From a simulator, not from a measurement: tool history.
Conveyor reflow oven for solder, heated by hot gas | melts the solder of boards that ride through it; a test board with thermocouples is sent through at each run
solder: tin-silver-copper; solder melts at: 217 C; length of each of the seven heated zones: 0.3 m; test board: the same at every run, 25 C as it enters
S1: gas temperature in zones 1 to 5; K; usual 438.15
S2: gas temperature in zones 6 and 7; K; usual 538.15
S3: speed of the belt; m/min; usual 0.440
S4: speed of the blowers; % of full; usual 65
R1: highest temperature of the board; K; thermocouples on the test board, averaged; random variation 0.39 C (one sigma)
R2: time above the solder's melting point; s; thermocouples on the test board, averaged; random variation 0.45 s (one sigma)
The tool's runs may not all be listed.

run 1 hour=0.0 | S1=438.15 S2=538.15 S3=0.440 S4=65 | R1=517.25 R2=51.0
run 2 hour=60.4 | S1=438.15 S2=538.15 S3=0.440 S4=65 | R1=518.35 R2=50.5
run 3 hour=134.3 | S1=438.15 S2=538.15 S3=0.440 S4=65 | R1=517.35 R2=51.0
run 4 hour=194.2 | S1=438.15 S2=538.15 S3=0.440 S4=65 | R1=517.85 R2=51.4
run 5 hour=245.1 | S1=438.15 S2=538.15 S3=0.440 S4=65 | R1=517.75 R2=50.2
-- hour=295.4 flux residue cleaned out of gas plates and filters
run 6 hour=323.4 | S1=438.15 S2=538.15 S3=0.440 S4=65 | R1=516.35 R2=49.6
run 7 hour=382.1 | S1=438.15 S2=538.15 S3=0.440 S4=65 | R1=516.65 R2=50.0
run 8 hour=453.4 | S1=438.15 S2=538.15 S3=0.440 S4=65 | R1=516.25 R2=48.7
-- hour=487.1 flux residue cleaned out of gas plates and filters, once more
run 9 hour=518.3 | S1=438.15 S2=538.15 S3=0.440 S4=65 | R1=518.05 R2=52.1
run 10 hour=574.9 | S1=438.15 S2=533.15 S3=0.440 S4=65 | R1=514.05 R2=47.1
run 11 hour=650.7 | S1=438.15 S2=533.15 S3=0.440 S4=65 | R1=513.85 R2=47.8
run 12 hour=715.5 | S1=438.15 S2=538.15 S3=0.440 S4=57 | R1=515.25 R2=48.2
run 13 hour=777.7 | S1=438.15 S2=538.15 S3=0.440 S4=69 | R1=518.95 R2=52.7
run 14 hour=813.5 | S1=438.15 S2=538.15 S3=0.440 S4=69 | R1=518.35 R2=52.9
run 15 hour=850.4 | S1=438.15 S2=530.15 S3=0.440 S4=65 | R1=510.35 R2=43.0
run 16 hour=885.5 | S1=440.15 S2=545.15 S3=0.440 S4=65 | R1=524.35 R2=58.5
run 17 hour=947.4 | S1=438.15 S2=538.15 S3=0.413 S4=75 | R1=521.15 R2=60.6
run 18 hour=1015.9 | S1=443.15 S2=538.15 S3=0.476 S4=75 | R1=517.95 R2=48.6
run 19 hour=1083.0 | S1=443.15 S2=538.15 S3=0.476 S4=75 | R1=517.85 R2=49.2
-- hour=1136.9 flux residue cleaned out of gas plates and filters
run 20 hour=1142.2 | S1=438.15 S2=527.15 S3=0.463 S4=65 | R1=507.65 R2=37.3
-- hour=1223.9 thermocouples of zones 6 and 7 changed
run 21 hour=1223.9 | S1=432.15 S2=552.15 S3=0.497 S4=70 | R1=527.15 R2=50.8
-- hour=1249.5 belt drive overhauled, speed set with a stopwatch
run 22 hour=1276.2 | S1=438.15 S2=535.15 S3=0.440 S4=59 | R1=514.45 R2=46.8
run 23 hour=1331.3 | S1=438.15 S2=536.15 S3=0.477 S4=53 | R1=509.25 R2=35.5
run 24 hour=1386.0 | S1=445.15 S2=536.15 S3=0.378 S4=53 | R1=519.15 R2=65.1
run 25 hour=1448.5 | S1=445.15 S2=536.15 S3=0.378 S4=53 | R1=520.75 R2=65.3

Forecast run 26:
run 26 hour=1529.1 | S1=445.15 S2=536.15 S3=0.378 S4=53 | R1=? R2=?

R1: 518.75 K
R2: 64.2 s
Without the tool's hidden state the same run would have given R1 519.45 K, R2 64.9 s.
